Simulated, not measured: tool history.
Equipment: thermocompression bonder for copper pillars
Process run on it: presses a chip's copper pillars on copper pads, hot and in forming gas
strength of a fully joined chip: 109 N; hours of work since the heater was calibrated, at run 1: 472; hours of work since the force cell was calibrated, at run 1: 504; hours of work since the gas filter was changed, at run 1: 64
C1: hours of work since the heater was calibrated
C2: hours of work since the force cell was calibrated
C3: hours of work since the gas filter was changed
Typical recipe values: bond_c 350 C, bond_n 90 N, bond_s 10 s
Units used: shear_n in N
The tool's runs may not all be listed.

Run 1, hour 0: usual settings; C1 472; C2 504; C3 64. Result: shear_n 37.4 N.
Run 2, hour 30.9: usual settings; C1 485; C2 517; C3 77. Result: shear_n 36.9 N.
Run 3, hour 53: usual settings; C1 495; C2 526; C3 87. Result: shear_n 36.6 N.
Run 4, hour 69.9: usual settings; C1 502; C2 534; C3 94. Result: shear_n 37 N.
Run 5, hour 102.3: usual settings but bond_n 76 N; C1 515; C2 547; C3 108. Result: shear_n 34.1 N.
Run 6, hour 127.9: usual settings but bond_n 76 N; C1 526; C2 558; C3 118. Result: shear_n 32.6 N.
Run 7, hour 156.5: usual settings but bond_n 76 N; C1 538; C2 570; C3 130. Result: shear_n 33.1 N.
Run 8, hour 173.2: usual settings but bond_n 76 N; C1 545; C2 577; C3 137. Result: shear_n 32.9 N.
Run 9, hour 190.6: usual settings but bond_s 8 s; C1 553; C2 584; C3 145. Result: shear_n 32.7 N.
Run 10, hour 221.5: usual settings but bond_s 8 s; C1 566; C2 598; C3 158. Result: shear_n 31.9 N.
Run 11, hour 237.1: usual settings but bond_s 24 s; C1 572; C2 604; C3 164. Result: shear_n 48.6 N.
Run 12, hour 265.1: usual settings but bond_s 24 s; C1 584; C2 616; C3 176. Result: shear_n 47.9 N.
Run 13, hour 295.9: usual settings but bond_s 24 s; C1 597; C2 629; C3 189. Result: shear_n 48.5 N.
Run 14, hour 315.1: usual settings but bond_s 24 s; C1 605; C2 637; C3 197. Result: shear_n 48.2 N.
Run 15, hour 347.6: usual settings; C1 619; C2 651; C3 211. Result: shear_n 34.7 N.
Run 16, hour 364.1: usual settings; C1 626; C2 658; C3 218. Result: shear_n 33.9 N.
Run 17, hour 397.3: usual settings; C1 640; C2 672; C3 232. Result: shear_n 34.5 N.
Run 18, hour 420.7: usual settings; C1 650; C2 681; C3 242. Result: shear_n 34.3 N.
At hour 436.1: heater calibrated with a thermocouple chip.
Run 19, hour 437.4: usual settings; C1 1; C2 688; C3 248. Result: shear_n 40.1 N.
Run 20, hour 465.7: usual settings; C1 12; C2 700; C3 260. Result: shear_n 41 N.
Run 21, hour 493.1: usual settings but bond_n 67 N; C1 24; C2 711; C3 271. Result: shear_n 34.6 N.
At hour 517.4: forming gas filter changed.
Run 22, hour 518.2: usual settings but bond_s 18 s; C1 34; C2 722; C3 0. Result: shear_n 51.7 N.
Run 23, hour 550.6: usual settings but bond_s 18 s; C1 48; C2 735; C3 14. Result: shear_n 51.5 N.
Run 24, hour 577: usual settings but bond_n 119 N, bond_s 6 s; C1 59; C2 746; C3 25. Result: shear_n 39.9 N.
Run 25, hour 594.2: usual settings but bond_c 371 C, bond_n 119 N, bond_s 15 s; C1 66; C2 754; C3 32. Result: shear_n 68.8 N.
Run 26, hour 627.7: usual settings but bond_c 362 C, bond_n 68 N, bond_s 11 s; C1 81; C2 768; C3 46. Result: shear_n 42.2 N.
Run 27, hour 644.3: usual settings but bond_c 362 C, bond_n 68 N, bond_s 11 s; C1 88; C2 775; C3 54. Result: shear_n 43.7 N.
Run 28, hour 659.4: usual settings but bond_c 362 C, bond_n 68 N, bond_s 11 s; C1 94; C2 781; C3 60. Result: shear_n 41.9 N.
Run 29, hour 685.3: usual settings but bond_c 370 C, bond_n 127 N, bond_s 11 s; C1 105; C2 792; C3 71. Result: shear_n 62.3 N.
Run 30, hour 704: usual settings but bond_c 320 C, bond_n 115 N, bond_s 8 s; C1 113; C2 800; C3 79. Result: shear_n 28.6 N.
Run 31, hour 724.3: usual settings but bond_c 320 C, bond_n 115 N, bond_s 8 s; C1 121; C2 808; C3 87. Result: shear_n 26.4 N.
Run 32, hour 753.7: usual settings but bond_c 320 C, bond_n 115 N, bond_s 8 s; C1 134; C2 821; C3 100. Result: shear_n 26.9 N.
Run 33, hour 768: usual settings but bond_c 320 C, bond_n 115 N, bond_s 8 s; C1 140; C2 827; C3 106. Result: shear_n 27.4 N.
Run 34, hour 794.8: usual settings but bond_c 333 C, bond_n 123 N, bond_s 5 s; C1 151; C2 838; C3 117. Result: shear_n 28.5 N.
Run 35, hour 819.5: usual settings but bond_c 367 C, bond_n 118 N; C1 161; C2 849; C3 127. Result: shear_n 58 N.
Run 36, hour 852.2: usual settings but bond_c 376 C, bond_n 95 N; C1 175; C2 862; C3 141. Result: shear_n 53.9 N.
Run 37, hour 872.9: usual settings but bond_n 68 N; C1 184; C2 871; C3 150. Result: shear_n 33.8 N.
Run 38, hour 904: usual settings but bond_c 364 C, bond_n 68 N, bond_s 15 s; C1 197; C2 884; C3 163. Result: shear_n 47.4 N.
Run 39, hour 930.1: usual settings but bond_c 364 C, bond_n 68 N, bond_s 15 s; C1 208; C2 895; C3 174. Result: shear_n 46.8 N.
Run 40, hour 963.8: usual settings but bond_c 323 C, bond_n 68 N, bond_s 22 s; C1 222; C2 909; C3 188. Result: shear_n 30.3 N.
Run 41, hour 995.7: usual settings but bond_c 327 C, bond_n 59 N, bond_s 14 s; C1 236; C2 923; C3 202. Result: shear_n 24.1 N.

3 ways to go on from here, each from the tool as it stands after run 41. What would each give?
Run A, hour 1010.8: usual settings but bond_c 331 C, bond_n 67 N, bond_s 6 s; C1 242; C2 929; C3 208. Result: shear_n ?.
Run B, hour 1010.8: usual settings but bond_n 127 N, bond_s 24 s; C1 242; C2 929; C3 208. Result: shear_n ?.
Run C, hour 1010.8: usual settings but bond_c 344 C, bond_n 116 N, bond_s 14 s; C1 242; C2 929; C3 208. Result: shear_n ?.

run  shear_n
  A     19.2
  B     62.1
  C     45.9
Without the tool's unlogged condition, the same runs would have read:
run  shear_n
  A     20.8
  B       66
  C     49.1

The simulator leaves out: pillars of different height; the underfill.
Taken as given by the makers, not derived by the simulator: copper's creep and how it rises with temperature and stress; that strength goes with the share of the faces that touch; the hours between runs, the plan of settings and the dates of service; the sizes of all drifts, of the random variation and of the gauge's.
